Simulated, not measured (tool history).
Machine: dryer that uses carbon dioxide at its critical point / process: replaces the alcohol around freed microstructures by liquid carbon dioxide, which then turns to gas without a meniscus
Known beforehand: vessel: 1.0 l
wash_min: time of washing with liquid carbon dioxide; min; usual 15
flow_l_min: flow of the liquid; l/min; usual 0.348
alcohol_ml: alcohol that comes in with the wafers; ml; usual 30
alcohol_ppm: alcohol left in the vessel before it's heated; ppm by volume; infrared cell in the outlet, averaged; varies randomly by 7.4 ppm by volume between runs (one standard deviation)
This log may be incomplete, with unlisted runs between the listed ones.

run 1 hour=0.0 | wash_min=15 flow_l_min=0.348 alcohol_ml=30 | alcohol_ppm=496
run 2 hour=21.0 | wash_min=15 flow_l_min=0.348 alcohol_ml=30 | alcohol_ppm=516
run 3 hour=43.4 | wash_min=15 flow_l_min=0.348 alcohol_ml=30 | alcohol_ppm=529
run 4 hour=76.5 | wash_min=15 flow_l_min=0.348 alcohol_ml=20 | alcohol_ppm=374
run 5 hour=108.4 | wash_min=15 flow_l_min=0.348 alcohol_ml=20 | alcohol_ppm=389
run 6 hour=140.2 | wash_min=15 flow_l_min=0.348 alcohol_ml=20 | alcohol_ppm=403
run 7 hour=176.5 | wash_min=15 flow_l_min=0.348 alcohol_ml=30 | alcohol_ppm=621
run 8 hour=207.4 | wash_min=13 flow_l_min=0.348 alcohol_ml=30 | alcohol_ppm=1045
run 9 hour=224.3 | wash_min=13 flow_l_min=0.348 alcohol_ml=30 | alcohol_ppm=1039
run 10 hour=249.1 | wash_min=13 flow_l_min=0.348 alcohol_ml=30 | alcohol_ppm=1107
run 11 hour=272.9 | wash_min=13 flow_l_min=0.348 alcohol_ml=30 | alcohol_ppm=1108
run 12 hour=300.2 | wash_min=15 flow_l_min=0.348 alcohol_ml=30 | alcohol_ppm=691
run 13 hour=322.2 | wash_min=16 flow_l_min=0.348 alcohol_ml=30 | alcohol_ppm=567
run 14 hour=351.5 | wash_min=16 flow_l_min=0.348 alcohol_ml=30 | alcohol_ppm=614
run 15 hour=386.4 | wash_min=15 flow_l_min=0.348 alcohol_ml=30 | alcohol_ppm=801
run 16 hour=413.1 | wash_min=15 flow_l_min=0.348 alcohol_ml=30 | alcohol_ppm=830
run 17 hour=438.2 | wash_min=15 flow_l_min=0.348 alcohol_ml=30 | alcohol_ppm=833
-- hour=444.0 inlet filter changed
run 18 hour=460.9 | wash_min=15 flow_l_min=0.348 alcohol_ml=30 | alcohol_ppm=422
run 19 hour=492.3 | wash_min=15 flow_l_min=0.348 alcohol_ml=106 | alcohol_ppm=1382
run 20 hour=530.0 | wash_min=15 flow_l_min=0.348 alcohol_ml=106 | alcohol_ppm=1515
run 21 hour=553.9 | wash_min=15 flow_l_min=0.348 alcohol_ml=30 | alcohol_ppm=470
run 22 hour=584.7 | wash_min=15 flow_l_min=0.348 alcohol_ml=30 | alcohol_ppm=471
run 23 hour=616.4 | wash_min=23 flow_l_min=0.348 alcohol_ml=30 | alcohol_ppm=97
run 24 hour=638.7 | wash_min=15 flow_l_min=0.350 alcohol_ml=30 | alcohol_ppm=513
run 25 hour=664.5 | wash_min=13 flow_l_min=0.340 alcohol_ml=63 | alcohol_ppm=1956
run 26 hour=694.0 | wash_min=21 flow_l_min=0.355 alcohol_ml=61 | alcohol_ppm=222
run 27 hour=718.5 | wash_min=21 flow_l_min=0.355 alcohol_ml=61 | alcohol_ppm=242
run 28 hour=747.7 | wash_min=15 flow_l_min=0.532 alcohol_ml=30 | alcohol_ppm=120
run 29 hour=776.6 | wash_min=13 flow_l_min=0.321 alcohol_ml=72 | alcohol_ppm=2939
run 30 hour=806.1 | wash_min=13 flow_l_min=0.321 alcohol_ml=72 | alcohol_ppm=3027
run 31 hour=843.4 | wash_min=15 flow_l_min=0.235 alcohol_ml=40 | alcohol_ppm=2838
run 32 hour=884.5 | wash_min=15 flow_l_min=0.471 alcohol_ml=68 | alcohol_ppm=416
run 33 hour=908.5 | wash_min=15 flow_l_min=0.276 alcohol_ml=99 | alcohol_ppm=4988
run 34 hour=944.1 | wash_min=15 flow_l_min=0.276 alcohol_ml=99 | alcohol_ppm=4994
run 35 hour=978.7 | wash_min=15 flow_l_min=0.228 alcohol_ml=32 | alcohol_ppm=2787
run 36 hour=1002.8 | wash_min=14 flow_l_min=0.388 alcohol_ml=32 | alcohol_ppm=727
-- hour=1037.9 purifier's bed changed
-- hour=1048.1 inlet filter changed
run 37 hour=1048.1 | wash_min=14 flow_l_min=0.388 alcohol_ml=32 | alcohol_ppm=327
run 38 hour=1066.4 | wash_min=16 flow_l_min=0.388 alcohol_ml=37 | alcohol_ppm=209
run 39 hour=1090.1 | wash_min=15 flow_l_min=0.348 alcohol_ml=30 | alcohol_ppm=407
run 40 hour=1126.0 | wash_min=17 flow_l_min=0.454 alcohol_ml=68 | alcohol_ppm=133
run 41 hour=1157.8 | wash_min=15 flow_l_min=0.372 alcohol_ml=30 | alcohol_ppm=336
run 42 hour=1181.4 | wash_min=10 flow_l_min=0.452 alcohol_ml=30 | alcohol_ppm=751
run 43 hour=1205.4 | wash_min=10 flow_l_min=0.452 alcohol_ml=30 | alcohol_ppm=797
run 44 hour=1236.2 | wash_min=15 flow_l_min=0.297 alcohol_ml=93 | alcohol_ppm=2689
run 45 hour=1275.6 | wash_min=22 flow_l_min=0.537 alcohol_ml=93 | alcohol_ppm=16
run 46 hour=1302.9 | wash_min=11 flow_l_min=0.446 alcohol_ml=69 | alcohol_ppm=1470
run 47 hour=1323.2 | wash_min=15 flow_l_min=0.247 alcohol_ml=30 | alcohol_ppm=1695

Alternative continuations, all from the tool just after run 47; predict every row:
run A hour=1347.9 | wash_min=16 flow_l_min=0.348 alcohol_ml=24 | alcohol_ppm=?
run B hour=1347.9 | wash_min=12 flow_l_min=0.247 alcohol_ml=90 | alcohol_ppm=?
run C hour=1347.9 | wash_min=11 flow_l_min=0.214 alcohol_ml=33 | alcohol_ppm=?

run=A alcohol_ppm=340
run=B alcohol_ppm=9434
run=C alcohol_ppm=5389
Take away the tool's hidden state, keep each run's random variation, and the runs would have read:
run=A alcohol_ppm=224
run=B alcohol_ppm=7571
run=C alcohol_ppm=4521
